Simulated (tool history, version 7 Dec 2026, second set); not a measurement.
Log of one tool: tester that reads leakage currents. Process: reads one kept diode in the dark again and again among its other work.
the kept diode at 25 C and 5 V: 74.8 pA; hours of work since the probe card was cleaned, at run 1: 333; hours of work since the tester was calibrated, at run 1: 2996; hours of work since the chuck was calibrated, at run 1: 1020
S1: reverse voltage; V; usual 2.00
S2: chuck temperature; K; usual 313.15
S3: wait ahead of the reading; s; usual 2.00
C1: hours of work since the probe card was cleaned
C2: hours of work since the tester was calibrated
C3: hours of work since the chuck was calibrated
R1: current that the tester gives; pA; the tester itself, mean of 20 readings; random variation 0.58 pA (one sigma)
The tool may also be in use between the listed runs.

{"run": 1, "day": 0.0, "S1": 2.0, "S2": 313.15, "S3": 2.0, "C1": 333, "C2": 2996, "C3": 1020, "R1": 171.86}
{"run": 2, "day": 5.05, "S1": 2.0, "S2": 313.15, "S3": 2.0, "C1": 393, "C2": 3057, "C3": 1080, "R1": 169.75}
{"run": 3, "day": 9.275, "S1": 2.0, "S2": 313.15, "S3": 4.62, "C1": 444, "C2": 3108, "C3": 1131, "R1": 168.5}
{"run": 4, "day": 13.862, "S1": 2.0, "S2": 313.15, "S3": 4.62, "C1": 499, "C2": 3163, "C3": 1186, "R1": 167.86}
{"run": 5, "day": 20.004, "S1": 2.0, "S2": 313.15, "S3": 4.62, "C1": 573, "C2": 3237, "C3": 1260, "R1": 166.66}
{"day": 25.408, "done": "chuck's temperature calibrated"}
{"run": 6, "day": 25.704, "S1": 2.0, "S2": 313.15, "S3": 4.62, "C1": 641, "C2": 3304, "C3": 4, "R1": 197.17}
{"run": 7, "day": 30.629, "S1": 2.0, "S2": 313.15, "S3": 4.62, "C1": 700, "C2": 3364, "C3": 63, "R1": 195.15}
{"run": 8, "day": 34.275, "S1": 2.0, "S2": 313.15, "S3": 4.62, "C1": 744, "C2": 3407, "C3": 107, "R1": 194.5}
{"run": 9, "day": 39.829, "S1": 2.0, "S2": 313.15, "S3": 4.62, "C1": 811, "C2": 3474, "C3": 174, "R1": 192.87}
{"run": 10, "day": 45.754, "S1": 2.0, "S2": 313.15, "S3": 1.95, "C1": 882, "C2": 3546, "C3": 245, "R1": 191.83}
{"run": 11, "day": 49.592, "S1": 2.0, "S2": 313.15, "S3": 1.95, "C1": 928, "C2": 3592, "C3": 291, "R1": 190.77}
{"run": 12, "day": 55.883, "S1": 2.0, "S2": 313.15, "S3": 1.95, "C1": 1004, "C2": 3667, "C3": 367, "R1": 188.77}
{"run": 13, "day": 61.354, "S1": 2.0, "S2": 313.15, "S3": 2.0, "C1": 1070, "C2": 3733, "C3": 433, "R1": 187.72}
{"run": 14, "day": 66.488, "S1": 2.0, "S2": 295.15, "S3": 2.0, "C1": 1132, "C2": 3795, "C3": 494, "R1": 44.38}
{"run": 15, "day": 70.021, "S1": 2.0, "S2": 295.15, "S3": 2.0, "C1": 1174, "C2": 3838, "C3": 537, "R1": 44.17}
{"run": 16, "day": 76.658, "S1": 2.0, "S2": 297.15, "S3": 2.0, "C1": 1254, "C2": 3917, "C3": 617, "R1": 51.56}
{"run": 17, "day": 82.508, "S1": 2.0, "S2": 313.15, "S3": 2.0, "C1": 1325, "C2": 3988, "C3": 687, "R1": 182.36}
{"run": 18, "day": 89.954, "S1": 2.0, "S2": 313.15, "S3": 2.0, "C1": 1414, "C2": 4077, "C3": 777, "R1": 179.57}
{"run": 19, "day": 94.562, "S1": 2.0, "S2": 313.15, "S3": 2.0, "C1": 1470, "C2": 4133, "C3": 832, "R1": 177.71}
{"run": 20, "day": 98.742, "S1": 2.0, "S2": 321.15, "S3": 2.38, "C1": 1520, "C2": 4183, "C3": 882, "R1": 323.65}
{"run": 21, "day": 107.054, "S1": 2.39, "S2": 314.15, "S3": 2.65, "C1": 1620, "C2": 4283, "C3": 983, "R1": 201.23}
{"run": 22, "day": 110.692, "S1": 2.39, "S2": 314.15, "S3": 2.65, "C1": 1664, "C2": 4327, "C3": 1026, "R1": 198.57}
{"run": 23, "day": 115.404, "S1": 2.39, "S2": 314.15, "S3": 2.65, "C1": 1720, "C2": 4384, "C3": 1083, "R1": 197.66}
{"day": 122.154, "done": "probe card cleaned and baked"}
{"run": 24, "day": 122.808, "S1": 11.9, "S2": 329.15, "S3": 9.83, "C1": 8, "C2": 4471, "C3": 1171, "R1": 946.09}
{"run": 25, "day": 130.446, "S1": 9.94, "S2": 311.15, "S3": 2.86, "C1": 100, "C2": 4563, "C3": 1263, "R1": 228.07}
{"day": 135.567, "done": "chuck's temperature calibrated"}
{"run": 26, "day": 137.258, "S1": 3.97, "S2": 313.15, "S3": 1.62, "C1": 181, "C2": 4644, "C3": 20, "R1": 245.51}
{"run": 27, "day": 141.954, "S1": 5.57, "S2": 313.15, "S3": 1.62, "C1": 237, "C2": 4701, "C3": 77, "R1": 272.23}
{"day": 149.221, "done": "tester calibrated"}
{"run": 28, "day": 149.721, "S1": 5.57, "S2": 313.15, "S3": 1.62, "C1": 330, "C2": 6, "C3": 169, "R1": 263.77}
{"run": 29, "day": 157.371, "S1": 1.2, "S2": 304.15, "S3": 1.01, "C1": 422, "C2": 98, "C3": 261, "R1": 79.85}
{"run": 30, "day": 165.521, "S1": 2.0, "S2": 294.15, "S3": 0.98, "C1": 520, "C2": 196, "C3": 359, "R1": 40.1}
{"run": 31, "day": 171.442, "S1": 1.31, "S2": 319.15, "S3": 8.08, "C1": 591, "C2": 267, "C3": 431, "R1": 256.55}
{"run": 32, "day": 179.008, "S1": 1.31, "S2": 319.15, "S3": 8.08, "C1": 682, "C2": 358, "C3": 522, "R1": 256.44}
{"run": 33, "day": 184.821, "S1": 1.31, "S2": 319.15, "S3": 8.08, "C1": 752, "C2": 428, "C3": 592, "R1": 252.4}
{"run": 34, "day": 188.867, "S1": 1.31, "S2": 319.15, "S3": 8.08, "C1": 801, "C2": 477, "C3": 640, "R1": 252.04}
{"run": 35, "day": 195.425, "S1": 1.31, "S2": 319.15, "S3": 8.08, "C1": 880, "C2": 556, "C3": 719, "R1": 248.07}
{"run": 36, "day": 202.121, "S1": 1.31, "S2": 319.15, "S3": 8.08, "C1": 960, "C2": 637, "C3": 800, "R1": 246.05}
{"run": 37, "day": 209.821, "S1": 12.22, "S2": 299.15, "S3": 0.94, "C1": 1053, "C2": 729, "C3": 893, "R1": 114.31}
{"run": 38, "day": 217.125, "S1": 12.22, "S2": 294.15, "S3": 9.22, "C1": 1141, "C2": 817, "C3": 980, "R1": 80.12}

How the hidden state differs across the entries between the runs, from the last listed run before each to the first after it:
Between runs 5 and 6: chuck's temperature calibrated (day 25.408)
  stray current of the dirty probe card, pA a volt: 0.856 -> 0.94; current scale over the true one, %: 1.13 -> 1.15; true chuck temperature over the reading, C: -2.16 -> -0.03
  measured less the result without the state, R1: -26.48 -> +3.66 pA
Between runs 23 and 24: probe card cleaned and baked (day 122.154)
  stray current of the dirty probe card, pA a volt: 2.459 -> 0.037; current scale over the true one, %: 1.55 -> 1.58; true chuck temperature over the reading, C: -1.99 -> -2.15
  measured less the result without the state, R1: -22.68 -> -137.90 pA
Between runs 25 and 26: chuck's temperature calibrated (day 135.567)
  stray current of the dirty probe card, pA a volt: 0.162 -> 0.276; current scale over the true one, %: 1.62 -> 1.65; true chuck temperature over the reading, C: -2.31 -> 0.14
  measured less the result without the state, R1: -39.71 -> +7.51 pA
Between runs 27 and 28: tester calibrated (day 149.221)
  stray current of the dirty probe card, pA a volt: 0.365 -> 0.494; current scale over the true one, %: 1.67 -> -0.04; true chuck temperature over the reading, C: 0.04 -> -0.13
  measured less the result without the state, R1: +7.21 -> -0.20 pA

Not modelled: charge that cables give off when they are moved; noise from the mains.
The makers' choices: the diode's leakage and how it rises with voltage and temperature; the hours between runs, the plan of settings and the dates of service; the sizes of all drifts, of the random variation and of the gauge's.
